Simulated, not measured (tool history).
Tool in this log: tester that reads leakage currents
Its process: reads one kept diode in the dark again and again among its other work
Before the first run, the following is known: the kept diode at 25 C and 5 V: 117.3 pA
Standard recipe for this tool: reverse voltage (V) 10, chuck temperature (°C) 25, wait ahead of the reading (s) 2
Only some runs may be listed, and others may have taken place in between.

run,hour,reverse voltage (V),chuck temperature (°C),wait ahead of the reading (s),current that the tester gives (pA)
1,0,10,25,2,182.85
# hour 74.7: tester calibrated
2,176.2,10,25,2,190.16
# hour 224.4: probe card cleaned and baked
3,274.9,19.3,25,2,215.87
4,359.8,5.4,25,2,120.27
5,498.7,10,25,2.2,159.74
6,636,10,25,2.2,160.64
7,839.2,1.7,25,2,69.92
8,953,1.7,25,2,70.33
9,1077,1.7,25,2,69.7
# hour 1250.4: chuck's temperature calibrated
10,1250.4,1.7,25,2,66.71
11,1396.5,10,26,2,168.28
12,1524.4,10,37,2,343.29
13,1626.8,10,25,2,158.66
# hour 1758.1: chuck's temperature calibrated, once more
14,1798.1,10,25,2,181.01
15,1997.6,10,25,2,181.87
16,2099.2,10,25,2,183.34
17,2250.6,10,25,1.73,184.15
18,2407.6,10,25,1.73,184.17
19,2610.8,10,25,1.73,184.84
# hour 2630.5: probe card cleaned and baked
20,2797.8,10,25,1.73,155.53

What does the tool deliver on the next run?
21,2948,4.4,23,9.94,?

{"run 21": {"current that the tester gives (pA)": 92.21}}
Were there no unlogged condition in the tool, this run, its random variation unchanged, would have produced current that the tester gives (pA) 96.36.
